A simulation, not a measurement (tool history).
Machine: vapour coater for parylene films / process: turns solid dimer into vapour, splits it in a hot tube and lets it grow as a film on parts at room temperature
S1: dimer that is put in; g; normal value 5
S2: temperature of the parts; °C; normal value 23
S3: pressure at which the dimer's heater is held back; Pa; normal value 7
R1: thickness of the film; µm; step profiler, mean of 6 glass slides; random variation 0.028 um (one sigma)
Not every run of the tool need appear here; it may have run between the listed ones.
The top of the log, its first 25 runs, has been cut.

Run 26, day 13.033: usual settings but S1 3 g, S3 3.21 Pa. Result: R1 1.45 µm.
At day 13.233: trap's valve overhauled.
Run 27, day 13.712: usual settings but S1 3 g, S3 3.21 Pa. Result: R1 1.41 µm.
Run 28, day 14.292: usual settings but S1 4 g, S2 20 °C, S3 3.21 Pa. Result: R1 2.07 µm.
Run 29, day 14.942: usual settings but S1 3 g, S2 21 °C, S3 6.98 Pa. Result: R1 1.43 µm.
At day 15.629: trap's valve overhauled, once more.
Run 30, day 15.7: usual settings but S1 3 g, S2 21 °C, S3 6.98 Pa. Result: R1 1.56 µm.
Run 31, day 16.196: usual settings but S1 3 g, S2 21 °C, S3 6.98 Pa. Result: R1 1.55 µm.
Run 32, day 16.492: usual settings but S3 2.96 Pa. Result: R1 2.63 µm.
Run 33, day 17: usual settings but S1 4 g, S2 33 °C, S3 2.06 Pa. Result: R1 1.75 µm.
Run 34, day 17.529: usual settings but S1 4 g, S2 33 °C, S3 2.06 Pa. Result: R1 1.73 µm.
Run 35, day 18.221: usual settings but S1 3 g, S2 32 °C, S3 2.72 Pa. Result: R1 1.26 µm.
Run 36, day 18.858: usual settings but S1 3 g, S2 32 °C, S3 2.72 Pa. Result: R1 1.25 µm.
Run 37, day 19.329: usual settings but S1 2 g, S2 31 °C, S3 2.58 Pa. Result: R1 0.85 µm.
Run 38, day 19.754: usual settings but S1 4 g, S2 17 °C, S3 6.07 Pa. Result: R1 2.29 µm.
Run 39, day 20.146: usual settings but S1 2 g, S2 31 °C, S3 6.07 Pa. Result: R1 0.8 µm.
Run 40, day 20.504: usual settings but S2 27 °C, S3 2.73 Pa. Result: R1 2.37 µm.
Run 41, day 20.812: usual settings but S1 4 g, S2 31 °C. Result: R1 1.55 µm.
Run 42, day 21.496: usual settings but S1 4 g, S2 31 °C. Result: R1 1.58 µm.
Run 43, day 21.817: usual settings but S1 4 g, S2 21 °C. Result: R1 2.02 µm.
Run 44, day 22.425: usual settings but S1 4 g, S2 33 °C. Result: R1 1.53 µm.
Run 45, day 23.067: usual settings but S1 9 g, S2 18 °C, S3 6.55 Pa. Result: R1 4.84 µm.
Run 46, day 23.667: usual settings but S3 2.54 Pa. Result: R1 2.67 µm.
Run 47, day 24.283: usual settings but S2 24 °C, S3 2.25 Pa. Result: R1 2.54 µm.

Branching from run 47: 4 alternative next runs. What would each branch give?
Run A, day 24.671: usual settings but S1 6 g, S3 2.11 Pa. Result: R1 ?.
Run B, day 24.671: usual settings but S1 8 g, S2 28 °C, S3 2.36 Pa. Result: R1 ?.
Run C, day 24.671: usual settings but S2 16 °C, S3 2.25 Pa. Result: R1 ?.
Run D, day 24.671: usual settings but S1 3 g, S2 16 °C, S3 6.82 Pa. Result: R1 ?.

run    R1
  A  3.17
  B  3.65
  C  3.17
  D  1.73
The same runs, with their run-to-run variation unchanged, on a tool lacking any hidden condition would have given:
run    R1
  A  3.29
  B   3.8
  C   3.3
  D   1.8
